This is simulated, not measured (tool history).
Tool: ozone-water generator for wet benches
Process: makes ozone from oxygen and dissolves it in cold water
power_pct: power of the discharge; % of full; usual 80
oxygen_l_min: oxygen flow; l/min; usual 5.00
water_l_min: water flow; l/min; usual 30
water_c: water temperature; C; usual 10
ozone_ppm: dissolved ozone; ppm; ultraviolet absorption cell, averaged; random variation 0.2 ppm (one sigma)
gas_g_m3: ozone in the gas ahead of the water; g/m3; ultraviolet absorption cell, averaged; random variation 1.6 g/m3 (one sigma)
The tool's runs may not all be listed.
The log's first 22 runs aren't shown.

Run 23, hour 1294.9: usual settings but power_pct 55 % of full, oxygen_l_min 4.58 l/min, water_l_min 43 l/min, water_c 17 C. Result: ozone_ppm 14.9 ppm, gas_g_m3 245.1 g/m3.
Run 24, hour 1374.4: usual settings but power_pct 55 % of full, oxygen_l_min 4.58 l/min, water_l_min 43 l/min, water_c 17 C. Result: ozone_ppm 14.8 ppm, gas_g_m3 246.7 g/m3.
Run 25, hour 1447.8: usual settings but power_pct 55 % of full, oxygen_l_min 3.59 l/min, water_l_min 34 l/min, water_c 7 C. Result: ozone_ppm 18.7 ppm, gas_g_m3 282.4 g/m3.
Run 26, hour 1488.8: usual settings but power_pct 55 % of full, oxygen_l_min 3.59 l/min, water_l_min 34 l/min, water_c 7 C. Result: ozone_ppm 19.1 ppm, gas_g_m3 285.9 g/m3.
Run 27, hour 1563.7: usual settings but power_pct 82 % of full, water_c 8 C. Result: ozone_ppm 27.2 ppm, gas_g_m3 284.0 g/m3.
Run 28, hour 1607.5: usual settings but water_c 6 C. Result: ozone_ppm 27.6 ppm, gas_g_m3 281.8 g/m3.
Run 29, hour 1688.2: usual settings but water_l_min 38 l/min, water_c 14 C. Result: ozone_ppm 20.6 ppm, gas_g_m3 278.8 g/m3.
At hour 1754.4: contactor cleaned.
Run 30, hour 1771.5: usual settings but power_pct 54 % of full, oxygen_l_min 4.55 l/min, water_l_min 32 l/min, water_c 7 C. Result: ozone_ppm 21.1 ppm, gas_g_m3 241.0 g/m3.
Run 31, hour 1844.8: usual settings but power_pct 54 % of full, oxygen_l_min 6.05 l/min, water_l_min 32 l/min, water_c 9 C. Result: ozone_ppm 21.7 ppm, gas_g_m3 202.4 g/m3.
Run 32, hour 1891.2: usual settings but water_c 8 C. Result: ozone_ppm 27.4 ppm, gas_g_m3 278.2 g/m3.

5 ways to go on from here, each from the tool as it stands after run 32. What would each give?
Run A, hour 1957.9: usual settings but water_c 6 C. Result: ozone_ppm ?, gas_g_m3 ?.
Run B, hour 1957.9: usual settings but power_pct 92 % of full, oxygen_l_min 4.55 l/min. Result: ozone_ppm ?, gas_g_m3 ?.
Run C, hour 1957.9: usual settings but oxygen_l_min 4.47 l/min, water_l_min 47 l/min, water_c 6 C. Result: ozone_ppm ?, gas_g_m3 ?.
Run D, hour 1957.9: usual settings but power_pct 86 % of full, oxygen_l_min 4.16 l/min, water_l_min 34 l/min, water_c 8 C. Result: ozone_ppm ?, gas_g_m3 ?.
Run E, hour 1957.9: usual settings but oxygen_l_min 3.24 l/min, water_l_min 39 l/min, water_c 12 C. Result: ozone_ppm ?, gas_g_m3 ?.

run  ozone_ppm  gas_g_m3
  A       27.9     278.8
  B       28.5     315.0
  C       17.9     295.2
  D       24.3     321.2
  E       19.7     363.4
Without the tool's hidden state the same runs would have given:
run  ozone_ppm  gas_g_m3
  A       30.5     301.7
  B       31.4     342.7
  C       19.6     319.5
  D       26.7     348.5
  E       21.5     393.3

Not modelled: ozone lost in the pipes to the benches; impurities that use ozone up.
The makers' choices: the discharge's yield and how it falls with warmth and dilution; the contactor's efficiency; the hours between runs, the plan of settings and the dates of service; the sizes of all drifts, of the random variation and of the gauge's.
